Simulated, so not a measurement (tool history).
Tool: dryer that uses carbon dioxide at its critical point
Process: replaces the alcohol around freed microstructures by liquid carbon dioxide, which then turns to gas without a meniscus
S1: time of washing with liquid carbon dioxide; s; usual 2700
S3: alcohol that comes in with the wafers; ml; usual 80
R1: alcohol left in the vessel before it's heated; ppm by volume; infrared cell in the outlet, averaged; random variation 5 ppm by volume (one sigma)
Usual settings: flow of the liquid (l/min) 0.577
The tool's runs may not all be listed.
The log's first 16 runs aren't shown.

run 17 day=12.029 | S1=2700 flow_of_the_liquid_(l/min)=0.577 S3=90 | R1=106
run 18 day=12.612 | S1=2700 flow_of_the_liquid_(l/min)=0.577 S3=90 | R1=103
run 19 day=13.625 | S1=1980 flow_of_the_liquid_(l/min)=0.577 S3=27 | R1=138
run 20 day=14.533 | S1=2580 flow_of_the_liquid_(l/min)=0.455 S3=28 | R1=130
run 21 day=15.262 | S1=1920 flow_of_the_liquid_(l/min)=0.95 S3=28 | R1=59
run 22 day=15.996 | S1=1920 flow_of_the_liquid_(l/min)=0.95 S3=28 | R1=54
run 23 day=16.467 | S1=2400 flow_of_the_liquid_(l/min)=0.95 S3=58 | R1=52
run 24 day=17.179 | S1=2400 flow_of_the_liquid_(l/min)=0.896 S3=58 | R1=51
run 25 day=17.733 | S1=3840 flow_of_the_liquid_(l/min)=0.502 S3=116 | R1=80
run 26 day=18.417 | S1=3840 flow_of_the_liquid_(l/min)=0.502 S3=116 | R1=73
run 27 day=19.142 | S1=3840 flow_of_the_liquid_(l/min)=0.502 S3=116 | R1=79
run 28 day=19.938 | S1=3840 flow_of_the_liquid_(l/min)=0.502 S3=116 | R1=87
run 29 day=20.821 | S1=1920 flow_of_the_liquid_(l/min)=0.808 S3=80 | R1=143
run 30 day=21.6 | S1=4260 flow_of_the_liquid_(l/min)=0.801 S3=80 | R1=52
run 31 day=22.367 | S1=1740 flow_of_the_liquid_(l/min)=0.577 S3=76 | R1=662
run 32 day=22.975 | S1=1680 flow_of_the_liquid_(l/min)=0.498 S3=39 | R1=614
run 33 day=23.692 | S1=1680 flow_of_the_liquid_(l/min)=0.498 S3=39 | R1=638
-- day=24.308 inlet filter changed
run 34 day=24.325 | S1=3480 flow_of_the_liquid_(l/min)=0.378 S3=46 | R1=115
run 35 day=24.838 | S1=2160 flow_of_the_liquid_(l/min)=0.903 S3=52 | R1=70

4 ways to go on from here, each from the tool as it stands after run 35. What would each give?
run A day=25.667 | S1=2100 flow_of_the_liquid_(l/min)=0.791 S3=119 | R1=?
run B day=25.667 | S1=2340 flow_of_the_liquid_(l/min)=0.478 S3=86 | R1=?
run C day=25.667 | S1=1740 flow_of_the_liquid_(l/min)=0.503 S3=119 | R1=?
run D day=25.667 | S1=3360 flow_of_the_liquid_(l/min)=0.921 S3=26 | R1=?

run=A R1=104
run=B R1=322
run=C R1=991
run=D R1=68
Without the tool's hidden state the same runs would have given:
run=A R1=43
run=B R1=243
run=C R1=874
run=D R1=11

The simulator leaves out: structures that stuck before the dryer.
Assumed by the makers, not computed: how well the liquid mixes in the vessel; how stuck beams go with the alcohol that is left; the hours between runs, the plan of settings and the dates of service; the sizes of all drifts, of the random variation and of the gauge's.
